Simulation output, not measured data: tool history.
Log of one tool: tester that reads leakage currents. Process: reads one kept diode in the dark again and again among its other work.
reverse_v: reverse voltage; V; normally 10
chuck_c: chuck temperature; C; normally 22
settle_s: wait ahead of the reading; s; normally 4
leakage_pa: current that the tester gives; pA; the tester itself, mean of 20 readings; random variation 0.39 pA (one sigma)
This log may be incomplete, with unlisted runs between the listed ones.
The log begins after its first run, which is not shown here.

| run | day | reverse_v | chuck_c | settle_s | hours of work since the probe card was cleaned | hours of work since the tester was calibrated | hours of work since the chuck was calibrated | leakage_pa |
|---|---|---|---|---|---|---|---|---|
| 2 | 1.7 | 10 | 22 | 1.08 | 2478 | 147 | 1149 | 130.74 |
| 3 | 2.642 | 10 | 22 | 1.08 | 2492 | 161 | 1163 | 129.92 |
| 4 | 4.179 | 10 | 22 | 0.34 | 2514 | 184 | 1186 | 131.2 |
| 5 | 5.979 | 10 | 22 | 4 | 2541 | 210 | 1212 | 131.23 |
| 6 | 7.429 | 10 | 22 | 4 | 2562 | 231 | 1233 | 130.94 |
| 7 | 8.304 | 10 | 22 | 3.25 | 2575 | 244 | 1246 | 130.44 |
| 8 | 9.329 | 10 | 22 | 3.25 | 2590 | 259 | 1261 | 130.7 |
| 9 | 10.112 | 10 | 22 | 4 | 2602 | 271 | 1273 | 131.13 |
| 10 | 11.058 | 10 | 22 | 4 | 2615 | 285 | 1287 | 129.81 |
| 11 | 11.95 | 10 | 43 | 4 | 2629 | 298 | 1300 | 599.85 |
| 12 | 13.679 | 10 | 45 | 4 | 2654 | 323 | 1325 | 681.31 |
| 13 | 15.333 | 10 | 45 | 0.33 | 2678 | 348 | 1350 | 687.63 |
| 14 | 16.721 | 10 | 45 | 0.33 | 2699 | 368 | 1370 | 687.55 |
| 15 | 18.133 | 16.3 | 22 | 4 | 2720 | 389 | 1391 | 159.54 |
| 16 | 19.462 | 16.3 | 22 | 4 | 2739 | 408 | 1410 | 160.33 |
| 17 | 20.621 | 16.3 | 22 | 4 | 2756 | 425 | 1427 | 161.06 |
| 18 | 22.433 | 10 | 22 | 4 | 2783 | 452 | 1454 | 130.68 |
| 19 | 23.529 | 10 | 22 | 7.38 | 2799 | 468 | 1470 | 130.48 |
| 20 | 24.662 | 10 | 22 | 7.38 | 2816 | 485 | 1487 | 130.32 |
| 21 | 26.075 | 3.9 | 37 | 1.23 | 2836 | 506 | 1508 | 266.32 |
|  | 26.508 | probe card cleaned and baked |
| 22 | 26.975 | 3.9 | 37 | 1.23 | 7 | 517 | 1519 | 266.34 |
| 23 | 27.988 | 2.4 | 55 | 4 | 22 | 532 | 1534 | 720.14 |
| 24 | 28.783 | 10 | 22 | 1.58 | 33 | 544 | 1546 | 130.71 |
| 25 | 30.342 | 2.8 | 30 | 0.34 | 56 | 567 | 1569 | 140.15 |
| 26 | 31.367 | 2.2 | 22 | 4 | 71 | 582 | 1584 | 68.65 |

For run 27, what comes out?
| 27 | 33.075 | 19 | 22 | 4 | 97 | 607 | 1609 | ? |

Run 27 came out at leakage_pa 171.69 pA.
With no hidden state in the tool, this same run would have given leakage_pa 171.76 pA.

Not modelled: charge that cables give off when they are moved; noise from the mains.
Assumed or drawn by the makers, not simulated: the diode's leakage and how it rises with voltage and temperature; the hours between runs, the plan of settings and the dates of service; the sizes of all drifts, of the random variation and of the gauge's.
